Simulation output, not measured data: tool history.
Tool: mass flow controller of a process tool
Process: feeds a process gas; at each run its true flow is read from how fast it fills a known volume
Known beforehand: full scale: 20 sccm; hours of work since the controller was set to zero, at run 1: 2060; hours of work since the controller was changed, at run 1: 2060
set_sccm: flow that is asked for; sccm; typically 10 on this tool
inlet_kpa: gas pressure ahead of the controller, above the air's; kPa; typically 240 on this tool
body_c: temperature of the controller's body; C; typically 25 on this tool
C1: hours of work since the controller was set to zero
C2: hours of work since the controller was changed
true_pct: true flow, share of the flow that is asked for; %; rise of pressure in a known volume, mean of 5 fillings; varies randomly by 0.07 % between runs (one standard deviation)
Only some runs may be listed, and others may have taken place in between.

run 1 hour=0.0 | set_sccm=10 inlet_kpa=240 body_c=25 | C1=2060 C2=2060 | true_pct=98.07
run 2 hour=99.8 | set_sccm=10 inlet_kpa=240 body_c=25 | C1=2115 C2=2115 | true_pct=98.27
run 3 hour=226.9 | set_sccm=10 inlet_kpa=240 body_c=25 | C1=2186 C2=2186 | true_pct=98.10
run 4 hour=306.9 | set_sccm=10 inlet_kpa=240 body_c=25 | C1=2230 C2=2230 | true_pct=98.00
run 5 hour=358.6 | set_sccm=10 inlet_kpa=240 body_c=25 | C1=2259 C2=2259 | true_pct=98.00
run 6 hour=443.7 | set_sccm=10 inlet_kpa=237 body_c=25 | C1=2306 C2=2306 | true_pct=98.16
run 7 hour=499.4 | set_sccm=2 inlet_kpa=237 body_c=25 | C1=2337 C2=2337 | true_pct=94.21
run 8 hour=625.1 | set_sccm=2 inlet_kpa=237 body_c=25 | C1=2407 C2=2407 | true_pct=94.16
run 9 hour=709.9 | set_sccm=2 inlet_kpa=237 body_c=25 | C1=2454 C2=2454 | true_pct=93.97
run 10 hour=775.6 | set_sccm=10 inlet_kpa=240 body_c=25 | C1=2490 C2=2490 | true_pct=98.01
run 11 hour=868.3 | set_sccm=10 inlet_kpa=240 body_c=25 | C1=2541 C2=2541 | true_pct=98.00
run 12 hour=975.8 | set_sccm=10 inlet_kpa=150 body_c=25 | C1=2601 C2=2601 | true_pct=98.78
run 13 hour=1075.4 | set_sccm=10 inlet_kpa=168 body_c=25 | C1=2656 C2=2656 | true_pct=98.58
run 14 hour=1175.7 | set_sccm=10 inlet_kpa=168 body_c=25 | C1=2712 C2=2712 | true_pct=98.52
run 15 hour=1227.7 | set_sccm=10 inlet_kpa=168 body_c=25 | C1=2741 C2=2741 | true_pct=98.55
run 16 hour=1281.5 | set_sccm=4 inlet_kpa=240 body_c=25 | C1=2770 C2=2770 | true_pct=95.93
run 17 hour=1408.1 | set_sccm=4 inlet_kpa=240 body_c=25 | C1=2841 C2=2841 | true_pct=95.97
run 18 hour=1459.7 | set_sccm=6 inlet_kpa=148 body_c=37 | C1=2869 C2=2869 | true_pct=98.42
run 19 hour=1580.9 | set_sccm=3 inlet_kpa=198 body_c=21 | C1=2936 C2=2936 | true_pct=95.02
run 20 hour=1636.4 | set_sccm=18 inlet_kpa=164 body_c=25 | C1=2967 C2=2967 | true_pct=99.88
run 21 hour=1700.6 | set_sccm=11 inlet_kpa=150 body_c=37 | C1=3003 C2=3003 | true_pct=99.80
run 22 hour=1814.1 | set_sccm=11 inlet_kpa=150 body_c=37 | C1=3066 C2=3066 | true_pct=99.83
run 23 hour=1902.9 | set_sccm=3 inlet_kpa=209 body_c=32 | C1=3115 C2=3115 | true_pct=95.69
run 24 hour=1963.6 | set_sccm=3 inlet_kpa=267 body_c=39 | C1=3148 C2=3148 | true_pct=95.74
run 25 hour=2060.0 | set_sccm=10 inlet_kpa=240 body_c=35 | C1=3202 C2=3202 | true_pct=98.75
run 26 hour=2168.3 | set_sccm=10 inlet_kpa=240 body_c=35 | C1=3262 C2=3262 | true_pct=98.60
run 27 hour=2278.4 | set_sccm=10 inlet_kpa=240 body_c=35 | C1=3323 C2=3323 | true_pct=98.67
run 28 hour=2347.1 | set_sccm=10 inlet_kpa=242 body_c=35 | C1=3361 C2=3361 | true_pct=98.72
run 29 hour=2434.7 | set_sccm=2 inlet_kpa=144 body_c=23 | C1=3410 C2=3410 | true_pct=93.26
run 30 hour=2543.2 | set_sccm=2 inlet_kpa=159 body_c=23 | C1=3470 C2=3470 | true_pct=93.02
run 31 hour=2654.7 | set_sccm=2 inlet_kpa=252 body_c=22 | C1=3531 C2=3531 | true_pct=92.21
run 32 hour=2755.6 | set_sccm=2 inlet_kpa=252 body_c=22 | C1=3587 C2=3587 | true_pct=92.14

Selected run-to-run steps in true_pct, each split into two signed amounts: the part the tool would show with no hidden state at all (from settings, incoming material and random variation), and the remainder, which goes to the hidden state together with any gauge scatter not common to the measured and the hidden-state-free results:
Hidden state at play: flow at rest that the sensor doesn't see, % of full scale; true flow over the shown one, %; drift of the gauge itself on true_pct, %.
Run 6 -> 7: set_sccm 10 -> 2. true_pct -3.95 %: hidden state -3.06, all else -0.89.
Run 9 -> 10: set_sccm 2 -> 10, inlet_kpa 237 -> 240. true_pct +4.04 %: hidden state +3.20, all else +0.84.
Run 19 -> 20: set_sccm 3 -> 18, inlet_kpa 198 -> 164, body_c 21 -> 25. true_pct +4.86 %: hidden state +2.64, all else +2.22.
Run 22 -> 23: set_sccm 11 -> 3, inlet_kpa 150 -> 209, body_c 37 -> 32. true_pct -4.14 %: hidden state -2.46, all else -1.68.
Run 28 -> 29: set_sccm 10 -> 2, inlet_kpa 242 -> 144, body_c 35 -> 23. true_pct -5.46 %: hidden state -4.45, all else -1.01.
